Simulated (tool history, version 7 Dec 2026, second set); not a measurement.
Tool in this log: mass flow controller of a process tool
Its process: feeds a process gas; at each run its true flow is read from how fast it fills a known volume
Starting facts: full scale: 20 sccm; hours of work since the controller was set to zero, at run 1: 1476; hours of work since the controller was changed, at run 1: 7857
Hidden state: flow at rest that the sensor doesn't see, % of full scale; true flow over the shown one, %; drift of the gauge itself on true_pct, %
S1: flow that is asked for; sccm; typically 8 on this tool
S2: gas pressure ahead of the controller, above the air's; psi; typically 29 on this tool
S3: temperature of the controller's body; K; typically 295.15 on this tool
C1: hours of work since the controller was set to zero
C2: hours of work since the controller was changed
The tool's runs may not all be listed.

Run 1, hour 0: usual settings; C1 1476; C2 7857. Result: true flow (%) 98.99.
Run 2, hour 312.8: usual settings; C1 1663; C2 8043. Result: true flow (%) 99.01.
Run 3, hour 500.2: usual settings; C1 1775; C2 8155. Result: true flow (%) 99.14.
Run 4, hour 866.5: usual settings; C1 1994; C2 8374. Result: true flow (%) 98.96.
Run 5, hour 1199.8: usual settings; C1 2193; C2 8573. Result: true flow (%) 99.25.
Run 6, hour 1502.5: usual settings; C1 2373; C2 8754. Result: true flow (%) 99.21.
Run 7, hour 1732.2: usual settings but S1 3 sccm; C1 2511; C2 8891. Result: true flow (%) 98.72.
Run 8, hour 1984.5: usual settings; C1 2661; C2 9041. Result: true flow (%) 99.18.
Run 9, hour 2239: usual settings but S3 301.15 K; C1 2813; C2 9193. Result: true flow (%) 98.83.
Run 10, hour 2414.6: usual settings but S3 301.15 K; C1 2918; C2 9298. Result: true flow (%) 98.83.
Run 11, hour 2776.5: usual settings but S3 301.15 K; C1 3134; C2 9514. Result: true flow (%) 98.88.
Run 12, hour 3116: usual settings; C1 3337; C2 9717. Result: true flow (%) 99.31.
Run 13, hour 3312.4: usual settings; C1 3454; C2 9834. Result: true flow (%) 99.33.
Run 14, hour 3572.1: usual settings but S1 2 sccm, S2 32.5 psi; C1 3609; C2 9989. Result: true flow (%) 98.83.
At hour 3738.1: controller exchanged for a calibrated one.
Run 15, hour 3938.3: usual settings but S1 13 sccm, S2 30.6 psi, S3 301.15 K; C1 120; C2 120. Result: true flow (%) 99.58.
Run 16, hour 4224.7: usual settings but S1 13 sccm, S2 30.6 psi, S3 301.15 K; C1 291; C2 291. Result: true flow (%) 99.68.
Run 17, hour 4420.2: usual settings but S1 2 sccm, S2 38.3 psi, S3 312.15 K; C1 407; C2 407. Result: true flow (%) 98.15.
Run 18, hour 4636.6: usual settings; C1 537; C2 537. Result: true flow (%) 99.5.
Run 19, hour 4864.4: usual settings but S1 7 sccm, S2 30.5 psi, S3 298.15 K; C1 673; C2 673. Result: true flow (%) 99.23.
Run 20, hour 5167.6: usual settings but S1 6 sccm, S3 301.15 K; C1 854; C2 854. Result: true flow (%) 98.95.
At hour 5433.1: gauge calibrated.
Run 21, hour 5503.6: usual settings but S1 6 sccm, S3 301.15 K; C1 1054; C2 1054. Result: true flow (%) 98.35.
Run 22, hour 5768.7: usual settings but S1 6 sccm, S3 301.15 K; C1 1212; C2 1212. Result: true flow (%) 98.56.
Run 23, hour 5954.6: usual settings but S1 3 sccm, S2 22.9 psi; C1 1323; C2 1323. Result: true flow (%) 98.28.
Run 24, hour 6264.5: usual settings but S1 3 sccm, S2 22.9 psi; C1 1509; C2 1509. Result: true flow (%) 98.29.
Run 25, hour 6563.2: usual settings but S1 3 sccm, S2 22.9 psi; C1 1687; C2 1687. Result: true flow (%) 98.4.

Consider 3 possible next runs. They are alternatives, not a sequence: every one starts from the tool as it was left by run 25. What does each give?
Run A, hour 6748.4: usual settings but S1 11 sccm, S2 33.1 psi, S3 311.15 K; C1 1797; C2 1797. Result: true flow (%) ?.
Run B, hour 6748.4: usual settings but S1 5 sccm, S2 28.9 psi, S3 299.15 K; C1 1797; C2 1797. Result: true flow (%) ?.
Run C, hour 6748.4: usual settings but S2 26.8 psi, S3 300.15 K; C1 1797; C2 1797. Result: true flow (%) ?.

run  true flow (%)
  A          98.49
  B          98.69
  C          98.75
Take away the tool's hidden state, keep each run's random variation, and the runs would have read:
run  true flow (%)
  A          98.34
  B          98.54
  C           98.6

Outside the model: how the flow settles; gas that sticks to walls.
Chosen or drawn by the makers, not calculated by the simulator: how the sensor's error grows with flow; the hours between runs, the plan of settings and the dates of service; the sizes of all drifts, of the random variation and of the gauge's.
